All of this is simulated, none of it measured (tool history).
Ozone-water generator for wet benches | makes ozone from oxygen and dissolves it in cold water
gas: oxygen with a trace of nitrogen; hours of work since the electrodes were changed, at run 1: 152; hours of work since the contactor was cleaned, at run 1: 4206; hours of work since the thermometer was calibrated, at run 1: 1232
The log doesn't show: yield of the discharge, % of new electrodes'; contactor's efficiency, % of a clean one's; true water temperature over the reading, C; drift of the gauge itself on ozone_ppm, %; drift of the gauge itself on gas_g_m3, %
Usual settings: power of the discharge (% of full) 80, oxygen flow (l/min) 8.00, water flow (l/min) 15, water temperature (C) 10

run,hour,power of the discharge (% of full),oxygen flow (l/min),water flow (l/min),water temperature (C),hours of work since the electrodes were changed,hours of work since the contactor was cleaned,hours of work since the thermometer was calibrated,dissolved ozone (ppm),ozone in the gas ahead of the water (g/m3)
1,0.0,80,8.00,15,10,152,4206,1232,34.0,181.4
2,26.8,80,8.00,15,10,173,4227,1253,34.6,182.0
3,51.4,80,8.00,15,10,192,4247,1273,34.5,180.0
4,76.0,71,8.00,15,10,212,4267,1292,31.1,163.3
5,113.7,71,8.00,15,7,242,4297,1322,32.6,162.5
6,135.9,71,8.00,15,7,260,4314,1340,32.6,164.6
7,170.0,71,8.00,15,7,287,4341,1367,32.4,163.3
8,206.0,80,10.58,15,10,316,4370,1396,33.2,159.0
9,239.6,80,10.58,15,10,342,4397,1422,33.4,156.7
10,275.8,80,10.58,15,10,371,4426,1451,33.6,158.4
11,302.1,80,10.58,15,10,392,4447,1472,33.7,156.4
12,322.0,80,12.09,15,10,408,4463,1488,32.7,148.3
13,344.9,80,12.09,15,10,426,4481,1506,33.5,148.5
14,363.8,80,12.09,15,10,441,4496,1521,32.8,147.8
15,394.5,80,8.00,15,10,466,4520,1546,34.1,178.9
16,414.5,80,8.00,15,7,482,4536,1562,36.2,180.1
17,431.3,47,8.00,18,13,495,4550,1575,18.2,114.8
18,467.0,51,8.00,18,10,524,4578,1604,20.3,123.9
19,492.6,51,8.00,18,10,544,4598,1624,20.5,123.7
20,529.5,40,10.34,13,7,573,4628,1653,21.8,89.2
21,546.3,40,10.34,13,7,587,4641,1667,21.5,89.2
22,568.2,81,10.34,13,7,604,4659,1684,38.7,161.8
23,605.9,81,10.34,13,7,634,4689,1714,38.7,160.1
24,625.7,70,5.87,15,15,650,4704,1730,27.9,184.7
25,659.3,70,7.06,15,9,677,4731,1757,31.1,170.4
26,687.1,70,7.06,15,9,699,4753,1779,30.8,169.4
27,706.7,80,7.85,15,12,715,4769,1795,33.0,181.0
28,736.7,71,9.76,18,6,739,4793,1819,28.2,146.5
29,757.3,71,9.76,18,6,755,4809,1835,28.7,147.4
30,785.1,71,9.76,18,6,777,4831,1857,29.0,147.8
31,812.3,80,8.00,15,11,799,4853,1879,32.9,177.8
32,832.4,80,8.00,16,8,815,4869,1895,33.5,180.0

5 ways to go on from here, each from the tool as it stands after run 32. What would each give?
A,865.2,63,8.00,15,10,841,4895,1921,?,?
B,865.2,98,8.00,15,10,841,4895,1921,?,?
C,865.2,80,8.00,22,8,841,4895,1921,?,?
D,865.2,80,13.08,16,8,841,4895,1921,?,?
E,865.2,80,5.20,20,11,841,4895,1921,?,?

run,dissolved ozone (ppm),ozone in the gas ahead of the water (g/m3)
A,27.8,147.1
B,39.7,209.9
C,25.9,177.9
D,32.5,142.9
E,25.5,219.7
Without the tool's hidden state the same runs would have given:
run,dissolved ozone (ppm),ozone in the gas ahead of the water (g/m3)
A,28.8,149.3
B,41.4,214.2
C,27.0,181.1
D,33.9,145.4
E,26.6,223.7
